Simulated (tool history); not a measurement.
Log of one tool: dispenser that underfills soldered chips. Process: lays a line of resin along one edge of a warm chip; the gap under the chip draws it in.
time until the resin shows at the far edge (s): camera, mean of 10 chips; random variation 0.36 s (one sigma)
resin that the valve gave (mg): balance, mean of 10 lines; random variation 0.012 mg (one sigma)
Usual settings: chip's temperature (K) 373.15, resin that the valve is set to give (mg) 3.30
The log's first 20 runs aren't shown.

run	hour	chip's temperature (K)	resin that the valve is set to give (mg)	hours of work since the syringe was changed	hours of work since the valve was cleaned	hours of work since the stage was calibrated	time until the resin shows at the far edge (s)	resin that the valve gave (mg)
21	134.4	373.15	3.44	7	57	317	31.4	3.30
# hour 139.2: new syringe of resin
22	139.5	373.15	3.89	0	60	321	18.9	3.74
# hour 144.6: dispensing valve cleaned and set on the balance
23	144.8	373.15	3.89	3	0	324	24.7	3.92
# hour 153.4: new syringe of resin
24	153.4	373.15	3.89	0	6	330	18.1	3.91
25	160.9	373.15	3.89	6	12	336	29.0	3.86
# hour 167.2: new syringe of resin
26	169.1	370.15	3.78	1	18	342	23.4	3.75
27	173.1	370.15	3.78	4	21	345	29.7	3.74
# hour 180.9: new syringe of resin
28	181.3	370.15	3.22	0	27	351	21.5	3.16
29	188.8	382.15	4.26	6	32	356	21.9	4.19
# hour 194.6: new syringe of resin
30	196.0	383.15	3.30	1	38	361	14.4	3.23
31	202.6	383.15	3.30	6	43	366	21.0	3.21
# hour 207.8: new syringe of resin
32	211.1	376.15	3.30	2	49	373	20.5	3.23
33	218.0	376.15	3.30	8	54	378	30.8	3.18
# hour 221.2: new syringe of resin
34	222.7	378.15	3.50	1	57	381	16.8	3.39

Forecast each of these 3 alternatives for the next run:
A	229.9	384.15	3.08	6	63	386	?	?
B	229.9	386.15	3.49	6	63	386	?	?
C	229.9	385.15	3.63	6	63	386	?	?

run	time until the resin shows at the far edge (s)	resin that the valve gave (mg)
A	21.2	2.94
B	19.1	3.38
C	19.8	3.48
Without the tool's hidden state the same runs would have given:
run	time until the resin shows at the far edge (s)	resin that the valve gave (mg)
A	14.0	3.07
B	12.6	3.52
C	13.2	3.63
